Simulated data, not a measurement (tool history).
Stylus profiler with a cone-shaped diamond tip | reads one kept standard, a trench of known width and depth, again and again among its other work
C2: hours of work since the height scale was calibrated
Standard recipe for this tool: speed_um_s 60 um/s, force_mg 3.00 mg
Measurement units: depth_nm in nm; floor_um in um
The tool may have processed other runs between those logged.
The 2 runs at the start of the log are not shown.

Run 3, hour 92.1: usual settings; scans with this tip 12511; C2 1256. Result: depth_nm 1012.90 nm, floor_um 14.64 um.
Run 4, hour 142.8: usual settings but speed_um_s 197 um/s; scans with this tip 12907; C2 1296. Result: depth_nm 1012.91 nm, floor_um 14.15 um.
Run 5, hour 183.9: usual settings; scans with this tip 13229; C2 1328. Result: depth_nm 1012.41 nm, floor_um 14.61 um.
Run 6, hour 230.0: usual settings but force_mg 2.58 mg; scans with this tip 13590; C2 1364. Result: depth_nm 1011.27 nm, floor_um 14.58 um.
Run 7, hour 302.6: usual settings but force_mg 4.39 mg; scans with this tip 14157; C2 1421. Result: depth_nm 1017.08 nm, floor_um 14.61 um.
Run 8, hour 342.9: usual settings but force_mg 5.75 mg; scans with this tip 14473; C2 1453. Result: depth_nm 1021.73 nm, floor_um 14.57 um.
Run 9, hour 404.5: usual settings but speed_um_s 22 um/s; scans with this tip 14954; C2 1501. Result: depth_nm 1012.32 nm, floor_um 14.61 um.
Run 10, hour 452.3: usual settings but speed_um_s 22 um/s; scans with this tip 15328; C2 1539. Result: depth_nm 1011.85 nm, floor_um 14.61 um.
At hour 479.8: height scale calibrated on a step standard.
Run 11, hour 514.8: usual settings but speed_um_s 22 um/s; scans with this tip 15814; C2 27. Result: depth_nm 1010.25 nm, floor_um 14.54 um.
Run 12, hour 578.5: usual settings but speed_um_s 22 um/s; scans with this tip 16312; C2 78. Result: depth_nm 1009.90 nm, floor_um 14.55 um.
Run 13, hour 617.3: usual settings but speed_um_s 22 um/s; scans with this tip 16615; C2 108. Result: depth_nm 1009.73 nm, floor_um 14.47 um.
Run 14, hour 682.5: usual settings; scans with this tip 17126; C2 159. Result: depth_nm 1009.88 nm, floor_um 14.31 um.
Run 15, hour 745.8: usual settings; scans with this tip 17620; C2 209. Result: depth_nm 1009.41 nm, floor_um 14.28 um.
At hour 761.6: height scale calibrated on a step standard, once more.
Run 16, hour 782.2: usual settings but force_mg 7.81 mg; scans with this tip 17902; C2 16. Result: depth_nm 1033.05 nm, floor_um 14.35 um.
Run 17, hour 840.1: usual settings but speed_um_s 83 um/s; scans with this tip 18354; C2 62. Result: depth_nm 1017.56 nm, floor_um 14.13 um.
Run 18, hour 882.2: usual settings but speed_um_s 231 um/s; scans with this tip 18684; C2 95. Result: depth_nm 1017.34 nm, floor_um 13.62 um.
Run 19, hour 930.8: usual settings but speed_um_s 231 um/s; scans with this tip 19064; C2 133. Result: depth_nm 1017.32 nm, floor_um 13.57 um.
Run 20, hour 982.0: usual settings but speed_um_s 231 um/s, force_mg 2.71 mg; scans with this tip 19465; C2 173. Result: depth_nm 1016.10 nm, floor_um 13.53 um.
Run 21, hour 1024.8: usual settings but speed_um_s 231 um/s, force_mg 2.71 mg; scans with this tip 19799; C2 207. Result: depth_nm 1015.68 nm, floor_um 13.50 um.
Run 22, hour 1074.3: usual settings but speed_um_s 231 um/s, force_mg 2.71 mg; scans with this tip 20186; C2 246. Result: depth_nm 1015.65 nm, floor_um 13.48 um.
Run 23, hour 1130.1: usual settings but speed_um_s 231 um/s, force_mg 2.71 mg; scans with this tip 20623; C2 289. Result: depth_nm 1015.76 nm, floor_um 13.45 um.
Run 24, hour 1188.2: usual settings but speed_um_s 231 um/s, force_mg 2.71 mg; scans with this tip 21077; C2 335. Result: depth_nm 1015.51 nm, floor_um 13.41 um.

Forecast run 25:
Run 25, hour 1222.4: usual settings but speed_um_s 183 um/s, force_mg 1.51 mg; scans with this tip 21345; C2 362. Result: depth_nm ?, floor_um ?.

Logged for run 25: depth_nm 1010.00 nm, floor_um 13.35 um.
If the tool had no hidden condition, the same run with the same run-to-run variation would have returned depth_nm 1010.76 nm, floor_um 15.09 um.
